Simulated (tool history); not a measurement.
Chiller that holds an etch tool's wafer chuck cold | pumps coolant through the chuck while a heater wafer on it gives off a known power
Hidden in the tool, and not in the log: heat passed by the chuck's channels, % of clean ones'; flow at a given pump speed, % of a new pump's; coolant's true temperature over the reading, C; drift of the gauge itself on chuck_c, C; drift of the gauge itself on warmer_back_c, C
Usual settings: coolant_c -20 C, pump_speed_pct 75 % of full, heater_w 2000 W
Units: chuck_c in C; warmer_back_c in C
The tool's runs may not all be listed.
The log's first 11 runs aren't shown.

run	hour	coolant_c	pump_speed_pct	heater_w	hours since the coolant was changed and the channels were flushed	hours since the pump was overhauled	hours since the chiller's thermometer was calibrated	chuck_c	warmer_back_c
12	875.5	-20	75	1226	3657	2039	3202	-9	4.66
# hour 886.4: coolant pump overhauled
13	933.6	-16	75	1226	3710	47	3255	-4.9	4.69
14	1021.4	-20	75	2495	3798	135	3342	1.8	9.57
15	1117.1	-20	75	2495	3894	231	3438	2	9.62
# hour 1152.2: coolant pump overhauled, once more
16	1217.1	-20	75	2495	3989	65	3533	1	9.08
17	1294.6	-20	75	2495	4066	142	3611	1.1	9.14
18	1387.1	-11	80	1712	4159	235	3703	3	5.93
# hour 1479.6: coolant changed, channels flushed
19	1483.6	-19	80	2783	4	325	3794	1.7	9.51
20	1546.9	-30	99	2000	67	389	3857	-17.4	5.54
21	1604.8	-30	99	2000	125	447	3915	-17.3	5.53
22	1704.1	-30	99	2000	225	546	4014	-17.3	5.54
23	1772.4	-26	79	2564	293	614	4082	-6.7	9.01
24	1877.4	-20	79	2963	398	719	4187	2.5	10.44
25	1943	-20	63	1693	463	785	4253	-4.1	7.54
26	2004.8	-20	76	1089	525	847	4315	-10.7	3.98
27	2097.9	-21	72	1808	618	940	4408	-5.8	6.98
28	2188.2	-27	95	2807	709	1030	4498	-8.5	8.26
29	2296.6	-27	79	1518	817	1138	4607	-14.9	5.35
# hour 2336.6: chiller's thermometer calibrated
30	2399.1	-24	69	2231	918	1240	62	-5.3	9.14
31	2475.9	-24	69	2231	995	1317	139	-5	9.17
32	2576.9	-12	61	1426	1096	1418	240	1.5	6.6
33	2624.4	-12	61	1426	1144	1465	288	1.7	6.61

Forecast each of these 3 alternatives for the next run:
A	2678.8	-20	61	1426	1198	1520	342	?	?
B	2678.8	-17	62	2410	1198	1520	342	?	?
C	2678.8	-20	84	1594	1198	1520	342	?	?

run	chuck_c	warmer_back_c
A	-6.4	6.72
B	5.3	11.1
C	-8.3	5.37
Without the tool's hidden state the same runs would have given:
run	chuck_c	warmer_back_c
A	-7.3	6.5
B	4	10.74
C	-9.1	5.19
